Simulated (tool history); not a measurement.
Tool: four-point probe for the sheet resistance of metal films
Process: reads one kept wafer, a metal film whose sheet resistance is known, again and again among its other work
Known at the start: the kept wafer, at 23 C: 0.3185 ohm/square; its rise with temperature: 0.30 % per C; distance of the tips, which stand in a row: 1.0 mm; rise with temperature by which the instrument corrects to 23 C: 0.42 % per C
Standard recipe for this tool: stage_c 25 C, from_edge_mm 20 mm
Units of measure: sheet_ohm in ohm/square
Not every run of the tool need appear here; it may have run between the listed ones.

| run | hour | stage_c | from_edge_mm | sheet_ohm |
|---|---|---|---|---|
| 1 | 0 | 25 | 20 | 0.316336 |
| 2 | 17 | 25 | 20 | 0.316283 |
| 3 | 37.5 | 30 | 20 | 0.314561 |
| 4 | 52 | 30 | 20 | 0.31458 |
| 5 | 64.3 | 30 | 4 | 0.324226 |
| 6 | 76.5 | 30 | 4 | 0.324163 |
| 7 | 96.5 | 31 | 4 | 0.323876 |
| 8 | 114.7 | 21 | 20 | 0.317497 |
| 9 | 128.6 | 25 | 20 | 0.316018 |
| 10 | 142 | 25 | 20 | 0.316019 |
| 11 | 156.2 | 25 | 3 | 0.333326 |
| 12 | 178.9 | 25 | 3 | 0.33334 |
| 13 | 192.9 | 25 | 3 | 0.333319 |
| 14 | 214.7 | 25 | 3 | 0.333296 |
| 15 | 226.1 | 25 | 3 | 0.333263 |
| 16 | 248.4 | 25 | 3 | 0.333205 |
| 17 | 268.5 | 25 | 3 | 0.333207 |
| 18 | 292.8 | 25 | 20 | 0.315845 |
| 19 | 306.4 | 20 | 20 | 0.317396 |
|  | 309 | stage's thermometer calibrated |
| 20 | 325.3 | 22 | 21 | 0.316821 |
| 21 | 337.1 | 18 | 4 | 0.328461 |
| 22 | 353.9 | 34 | 19 | 0.312633 |
|  | 364.2 | stage's thermometer calibrated, once more |
| 23 | 371.4 | 23 | 5 | 0.322627 |
| 24 | 385 | 23 | 5 | 0.32239 |
| 25 | 398.3 | 20 | 51 | 0.317122 |
| 26 | 410.2 | 33 | 25 | 0.312627 |
| 27 | 431.5 | 35 | 4 | 0.321795 |
| 28 | 450.1 | 35 | 43 | 0.311614 |
| 29 | 462.2 | 22 | 20 | 0.316346 |
| 30 | 482.9 | 19 | 3 | 0.334996 |

For run 31, what comes out?
| 31 | 498 | 31 | 3 | ? |

Run 31 yielded sheet_ohm 0.330526 ohm/square.
Without the tool's hidden state the same run would have given sheet_ohm 0.333562 ohm/square.
